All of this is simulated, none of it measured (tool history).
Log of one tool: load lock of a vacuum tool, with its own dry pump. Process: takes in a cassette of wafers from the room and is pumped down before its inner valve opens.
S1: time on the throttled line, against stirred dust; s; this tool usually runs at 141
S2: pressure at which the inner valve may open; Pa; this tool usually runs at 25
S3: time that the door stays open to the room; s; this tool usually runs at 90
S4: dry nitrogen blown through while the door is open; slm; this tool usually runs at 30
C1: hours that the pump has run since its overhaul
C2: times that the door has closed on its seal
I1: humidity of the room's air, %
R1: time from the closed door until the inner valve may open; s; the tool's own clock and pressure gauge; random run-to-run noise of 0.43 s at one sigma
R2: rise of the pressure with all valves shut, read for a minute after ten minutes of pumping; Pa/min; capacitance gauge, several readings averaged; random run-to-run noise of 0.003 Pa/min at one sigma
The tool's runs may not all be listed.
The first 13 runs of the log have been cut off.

run 14 day=60.079 | S1=172 S2=25 S3=90 S4=30 | C1=3345 C2=18151 | I1=47.4 | R1=226.8 R2=0.104
run 15 day=64.633 | S1=141 S2=25 S3=90 S4=30 | C1=3454 C2=18402 | I1=47.4 | R1=199.1 R2=0.109
run 16 day=71.954 | S1=95 S2=25 S3=90 S4=30 | C1=3630 C2=18805 | I1=45.6 | R1=159.1 R2=0.116
run 17 day=77.200 | S1=141 S2=25 S3=90 S4=30 | C1=3756 C2=19093 | I1=48.8 | R1=199.0 R2=0.119
run 18 day=81.529 | S1=141 S2=25 S3=90 S4=30 | C1=3860 C2=19331 | I1=44.0 | R1=200.1 R2=0.113
run 19 day=87.988 | S1=141 S2=25 S3=90 S4=30 | C1=4015 C2=19687 | I1=47.8 | R1=199.0 R2=0.118
run 20 day=94.196 | S1=141 S2=25 S3=90 S4=30 | C1=4164 C2=20029 | I1=45.8 | R1=200.2 R2=0.118
run 21 day=98.900 | S1=150 S2=43 S3=172 S4=30 | C1=4277 C2=20288 | I1=46.7 | R1=202.2 R2=0.135
run 22 day=105.950 | S1=150 S2=43 S3=172 S4=30 | C1=4446 C2=20676 | I1=41.3 | R1=202.1 R2=0.130
run 23 day=112.825 | S1=141 S2=25 S3=139 S4=28 | C1=4611 C2=21054 | I1=47.3 | R1=199.6 R2=0.138
run 24 day=117.212 | S1=141 S2=25 S3=139 S4=28 | C1=4716 C2=21296 | I1=40.6 | R1=199.7 R2=0.135
run 25 day=122.271 | S1=246 S2=25 S3=105 S4=21 | C1=4837 C2=21574 | I1=42.5 | R1=290.3 R2=0.138
run 26 day=127.492 | S1=108 S2=46 S3=102 S4=26 | C1=4963 C2=21861 | I1=47.2 | R1=165.4 R2=0.143
run 27 day=132.096 | S1=108 S2=46 S3=102 S4=26 | C1=5073 C2=22115 | I1=45.5 | R1=165.9 R2=0.143
run 28 day=137.771 | S1=252 S2=25 S3=204 S4=14 | C1=5209 C2=22427 | I1=43.0 | R1=296.1 R2=0.178
run 29 day=142.067 | S1=252 S2=25 S3=204 S4=14 | C1=5313 C2=22664 | I1=45.0 | R1=295.2 R2=0.176
run 30 day=146.108 | S1=97 S2=45 S3=237 S4=4 | C1=5410 C2=22886 | I1=42.7 | R1=156.4 R2=0.211
run 31 day=150.308 | S1=141 S2=40 S3=40 S4=30 | C1=5510 C2=23117 | I1=45.5 | R1=195.6 R2=0.129
run 32 day=154.562 | S1=126 S2=18 S3=130 S4=5 | C1=5612 C2=23351 | I1=45.2 | R1=189.5 R2=0.201
run 33 day=157.588 | S1=126 S2=18 S3=130 S4=5 | C1=5685 C2=23518 | I1=45.7 | R1=190.5 R2=0.202
run 34 day=161.533 | S1=126 S2=18 S3=130 S4=5 | C1=5780 C2=23735 | I1=43.9 | R1=191.4 R2=0.199
run 35 day=168.008 | S1=126 S2=18 S3=130 S4=5 | C1=5935 C2=24091 | I1=45.8 | R1=189.9 R2=0.202
run 36 day=171.396 | S1=170 S2=47 S3=38 S4=13 | C1=6016 C2=24278 | I1=43.4 | R1=219.1 R2=0.147

Alternative continuations, all from the tool just after run 36; predict every row:
run A day=177.817 | S1=170 S2=28 S3=32 S4=41 | C1=6170 C2=24631 | I1=44.3 | R1=? R2=?
run B day=177.817 | S1=262 S2=26 S3=90 S4=5 | C1=6170 C2=24631 | I1=44.5 | R1=? R2=?
run C day=177.817 | S1=183 S2=25 S3=166 S4=6 | C1=6170 C2=24631 | I1=43.9 | R1=? R2=?
run D day=177.817 | S1=217 S2=19 S3=38 S4=13 | C1=6170 C2=24631 | I1=47.1 | R1=? R2=?
run E day=177.817 | S1=90 S2=25 S3=90 S4=15 | C1=6170 C2=24631 | I1=44.2 | R1=? R2=?

run=A R1=224.5 R2=0.130
run=B R1=303.6 R2=0.191
run=C R1=236.1 R2=0.207
run=D R1=269.0 R2=0.157
run=E R1=156.0 R2=0.172
With the hidden condition removed and each run's random variation left untouched, the same runs would have given:
run=A R1=222.4 R2=0.021
run=B R1=301.9 R2=0.081
run=C R1=233.9 R2=0.098
run=D R1=267.0 R2=0.048
run=E R1=153.4 R2=0.063

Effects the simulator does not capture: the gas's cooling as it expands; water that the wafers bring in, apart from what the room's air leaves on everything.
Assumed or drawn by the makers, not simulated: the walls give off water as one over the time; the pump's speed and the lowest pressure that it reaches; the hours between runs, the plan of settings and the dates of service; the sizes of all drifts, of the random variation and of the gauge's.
